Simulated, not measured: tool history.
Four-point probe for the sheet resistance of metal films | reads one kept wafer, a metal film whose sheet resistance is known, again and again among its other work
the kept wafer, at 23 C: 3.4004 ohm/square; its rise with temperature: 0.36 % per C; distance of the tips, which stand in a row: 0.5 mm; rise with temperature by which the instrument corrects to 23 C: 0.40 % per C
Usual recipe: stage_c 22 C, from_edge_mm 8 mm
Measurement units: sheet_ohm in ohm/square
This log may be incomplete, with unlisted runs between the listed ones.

| run | hour | stage_c | from_edge_mm | sheet_ohm |
|---|---|---|---|---|
| 1 | 0.0 | 22 | 8 | 3.443595 |
| 2 | 20.4 | 22 | 8 | 3.443208 |
| 3 | 36.8 | 22 | 8 | 3.444343 |
| 4 | 55.7 | 18 | 8 | 3.449378 |
| 5 | 70.3 | 22 | 5 | 3.455813 |
| 6 | 99.5 | 29 | 29 | 3.429292 |
|  | 102.5 | stage's thermometer calibrated |
| 7 | 115.5 | 29 | 29 | 3.429820 |
| 8 | 147.8 | 22 | 5 | 3.458054 |
| 9 | 170.5 | 22 | 14 | 3.441365 |
| 10 | 194.0 | 19 | 14 | 3.446207 |

Pick out some run-to-run changes in sheet_ohm. Of each, how much would a tool without hidden state show as well, from the settings, what came in and chance, and how much is left for the hidden state and any gauge scatter not in both results compared?
Hidden state present: inner tips' distance over the nominal, %; tips' flats over new ones', %; wafer's true temperature over the reading, C; drift of the gauge itself on sheet_ohm, %.
Run 7 -> 8: stage_c 29 -> 22, from_edge_mm 29 -> 5. sheet_ohm +0.028234 ohm/square: hidden state +0.000763, all else +0.027471.
